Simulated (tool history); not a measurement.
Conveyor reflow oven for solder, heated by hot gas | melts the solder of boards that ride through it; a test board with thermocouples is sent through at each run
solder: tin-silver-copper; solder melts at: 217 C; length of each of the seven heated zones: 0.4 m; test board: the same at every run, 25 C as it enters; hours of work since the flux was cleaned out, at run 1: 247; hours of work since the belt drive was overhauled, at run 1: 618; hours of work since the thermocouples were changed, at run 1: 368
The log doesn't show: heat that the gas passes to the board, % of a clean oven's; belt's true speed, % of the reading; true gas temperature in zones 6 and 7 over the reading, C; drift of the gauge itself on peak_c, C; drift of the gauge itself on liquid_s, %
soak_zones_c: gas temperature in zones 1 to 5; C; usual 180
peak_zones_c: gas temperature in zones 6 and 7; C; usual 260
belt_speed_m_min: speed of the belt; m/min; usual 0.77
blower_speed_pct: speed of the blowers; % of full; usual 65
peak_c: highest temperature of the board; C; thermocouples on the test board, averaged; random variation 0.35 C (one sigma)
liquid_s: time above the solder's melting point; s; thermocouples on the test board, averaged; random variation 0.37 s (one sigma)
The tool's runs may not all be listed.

run   hour  soak_zones_c  peak_zones_c  belt_speed_m_min  blower_speed_pct  hours of work since the flux was cleaned out  hours of work since the belt drive was overhauled  hours of work since the thermocouples were changed  peak_c  liquid_s
  1      0           180           260              0.77                65                                           247                                                618                                                 368   241.2      40.6
  2   12.5           180           274              0.77                65                                           257                                                628                                                 378   252.9      47.8
  3   29.3           180           274              0.77                65                                           270                                                641                                                 391   252.5      48.1
  4   44.3           180           274             0.626                65                                           282                                                653                                                 403   259.2      64.4
  5   54.6           180           260              0.77                65                                           290                                                661                                                 411   240.6      39.8
      66.4  -- flux residue cleaned out of gas plates and filters
  6   69.9           180           260              0.77                77                                             3                                                670                                                 419   245.9      44.8
  7   85.1           180           260              0.77                77                                            15                                                682                                                 432   244.9      44.9
  8   93.6           180           260              0.77                65                                            22                                                689                                                 438   243.2      42.4
  9  103.9           180           260              0.77                65                                            30                                                697                                                 447   242.8      41.7
 10  117.7           180           260              0.77                65                                            41                                                708                                                 458   243.2      42.2
 11  128.4           180           260             0.775                65                                            49                                                716                                                 466   243.2      42.2
 12  136.7           180           260             0.775                65                                            56                                                723                                                 473   243.7      40.9
 13  153.2           180           260              0.77                64                                            69                                                736                                                 486   242.3      41.6
 14  167.3           180           260              0.77                64                                            80                                                747                                                 497   242.4        41
 15  184.6           174           252              0.77                65                                            94                                                761                                                 511   235.1      31.8
 16  200.3           174           260             0.677                65                                           107                                                774                                                 523   245.1      47.6
 17  212.1           176           260             0.863                65                                           116                                                783                                                 533   236.8      30.8
 18  223.7           180           270             0.786                86                                           125                                                792                                                 542   253.6      48.3
 19  232.8           180           273             0.786                86                                           133                                                800                                                 549   255.8        50
 20  248.1           180           260             0.764                65                                           145                                                812                                                 561     242      41.5
 21  259.5           187           258             0.718                81                                           154                                                821                                                 571   246.3      51.4
 22  272.6           166           270             0.817                78                                           164                                                831                                                 581   247.8      38.6
 23  288.6           166           270             0.817                78                                           177                                                844                                                 594   247.4        39
 24  301.8           185           263             0.661                54                                           188                                                854                                                 604     248      55.2
 25  315.4           185           263             0.661                54                                           198                                                865                                                 615   247.8        55
     324.9  -- belt drive overhauled, speed set with a stopwatch
 26  330.8           185           263             0.661                54                                           208                                                  5                                                 624   247.7      54.3
 27  344.8           193           263             0.661                54                                           219                                                 16                                                 635   248.5        60

5 ways to go on from here, each from the tool as it stands after run 27. What would each give?
  A  358.4           178           259             0.661                54                                           230                                                 27                                                 646       ?         ?
  B  358.4           169           250             0.764                65                                           230                                                 27                                                 646       ?         ?
  C  358.4           193           263             0.661                67                                           230                                                 27                                                 646       ?         ?
  D  358.4           177           260             0.654                65                                           230                                                 27                                                 646       ?         ?
  E  358.4           180           260             0.689                52                                           230                                                 27                                                 646       ?         ?

run  peak_c  liquid_s
  A     242      47.2
  B   230.5      25.7
  C   250.4      60.5
  D   244.7      51.4
  E   242.5      44.5
Without the tool's hidden state the same runs would have given:
run  peak_c  liquid_s
  A     244      49.6
  B     233      29.3
  C   252.3        62
  D   246.9      53.7
  E   244.6      46.9
